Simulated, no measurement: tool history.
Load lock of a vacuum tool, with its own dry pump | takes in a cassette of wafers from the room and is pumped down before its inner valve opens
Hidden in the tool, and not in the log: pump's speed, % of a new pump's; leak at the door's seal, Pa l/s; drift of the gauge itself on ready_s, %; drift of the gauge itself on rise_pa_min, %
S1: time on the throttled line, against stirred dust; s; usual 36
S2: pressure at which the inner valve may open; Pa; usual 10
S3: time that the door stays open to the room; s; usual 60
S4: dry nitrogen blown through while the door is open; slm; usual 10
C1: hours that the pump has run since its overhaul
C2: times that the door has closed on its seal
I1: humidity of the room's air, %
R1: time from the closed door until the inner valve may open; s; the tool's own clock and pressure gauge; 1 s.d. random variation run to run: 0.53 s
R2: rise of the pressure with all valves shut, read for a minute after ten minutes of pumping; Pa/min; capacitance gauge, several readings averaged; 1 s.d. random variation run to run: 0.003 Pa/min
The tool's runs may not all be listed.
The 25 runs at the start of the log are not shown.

run,day,S1,S2,S3,S4,C1,C2,I1,R1,R2
26,391.962,33,8,34,5,8266,34689,45.3,77.9,0.085
27,404.362,52,10,93,19,8564,35040,39.9,90.5,0.104
28,418.454,36,8,60,7,8902,35438,45.2,81,0.1
29,433.583,36,8,123,7,9265,35866,46.6,81.1,0.136
30,453.325,19,10,60,11,9739,36425,45.8,66.9,0.099
31,469.35,19,17,98,11,10124,36878,47.5,65.1,0.123
32,488.717,19,17,98,11,10589,37426,44.3,65.5,0.118
33,505.308,19,17,98,11,10987,37896,42.7,65,0.125
34,516.654,19,7,91,27,11259,38216,44.2,71.9,0.103
35,534.058,45,20,169,4,11677,38709,45,84,0.168
36,550.692,45,20,169,4,12076,39179,44.5,84.7,0.173

Predict each of these 4 candidate next runs independently; none follows another, all start after run 36:
A,562.283,36,10,28,14,12354,39507,42.7,?,?
B,562.283,39,10,48,10,12354,39507,47,?,?
C,562.283,70,7,60,17,12354,39507,45.9,?,?
D,562.283,22,10,37,28,12354,39507,44,?,?

run,R1,R2
A,81.4,0.091
B,84,0.106
C,108.8,0.105
D,71.7,0.087
The same runs, with their run-to-run variation unchanged, on a tool lacking any hidden condition would have given:
run,R1,R2
A,72.8,0.018
B,75.7,0.034
C,101.3,0.034
D,62.4,0.016
